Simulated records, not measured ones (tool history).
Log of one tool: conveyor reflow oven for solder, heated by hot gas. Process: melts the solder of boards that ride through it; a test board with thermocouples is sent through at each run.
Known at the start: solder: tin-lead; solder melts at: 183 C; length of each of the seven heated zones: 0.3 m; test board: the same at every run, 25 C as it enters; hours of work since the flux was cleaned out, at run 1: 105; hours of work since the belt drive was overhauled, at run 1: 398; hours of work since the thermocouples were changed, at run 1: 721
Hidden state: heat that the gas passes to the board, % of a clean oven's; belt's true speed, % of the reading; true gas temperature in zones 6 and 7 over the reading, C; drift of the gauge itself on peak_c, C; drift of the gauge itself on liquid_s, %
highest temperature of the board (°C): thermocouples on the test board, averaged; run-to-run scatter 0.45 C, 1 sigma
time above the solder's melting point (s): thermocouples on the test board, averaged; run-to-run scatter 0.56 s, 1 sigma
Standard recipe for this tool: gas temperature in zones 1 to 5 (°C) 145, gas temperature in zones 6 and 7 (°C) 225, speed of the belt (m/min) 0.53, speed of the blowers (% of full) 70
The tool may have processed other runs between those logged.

run	hour	gas temperature in zones 1 to 5 (°C)	gas temperature in zones 6 and 7 (°C)	speed of the belt (m/min)	speed of the blowers (% of full)	hours of work since the flux was cleaned out	hours of work since the belt drive was overhauled	hours of work since the thermocouples were changed	highest temperature of the board (°C)	time above the solder's melting point (s)
1	0	145	225	0.53	70	105	398	721	203.5	41.8
2	16.5	145	225	0.53	70	115	408	731	204.3	41
3	38.4	145	225	0.53	70	129	422	745	203.2	40.5
4	52.9	145	225	0.53	54	138	431	754	198.5	32.2
5	83	145	225	0.53	54	157	450	773	197.9	32.2
6	102.7	145	225	0.53	54	169	462	785	198.6	31.6
7	121.8	145	225	0.53	54	181	474	797	197	31.1
8	144.6	145	225	0.53	54	195	488	812	197.2	31.3
9	173.5	145	225	0.53	54	213	506	830	197.8	31.3
10	191.3	145	225	0.53	54	225	518	841	197	29.7
11	205.8	145	231	0.53	70	234	527	850	206.8	44.6
12	222.7	137	225	0.53	61	244	537	861	197.8	28.5
13	245.9	145	237	0.53	70	259	552	875	210.9	47.3
14	269.6	145	237	0.53	70	274	567	890	211.1	47.6
15	293.4	155	225	0.53	61	289	582	905	201.8	42
16	312.3	155	225	0.53	61	300	593	917	201.9	41.5

The next listed run, before its measurement:
17	338.6	147	235	0.53	70	317	610	933	?	?

highest temperature of the board (°C): 209.6
time above the solder's melting point (s): 46.9
The same run, on a tool lacking any hidden state, would have yielded highest temperature of the board (°C) 214.9, time above the solder's melting point (s) 51.3.
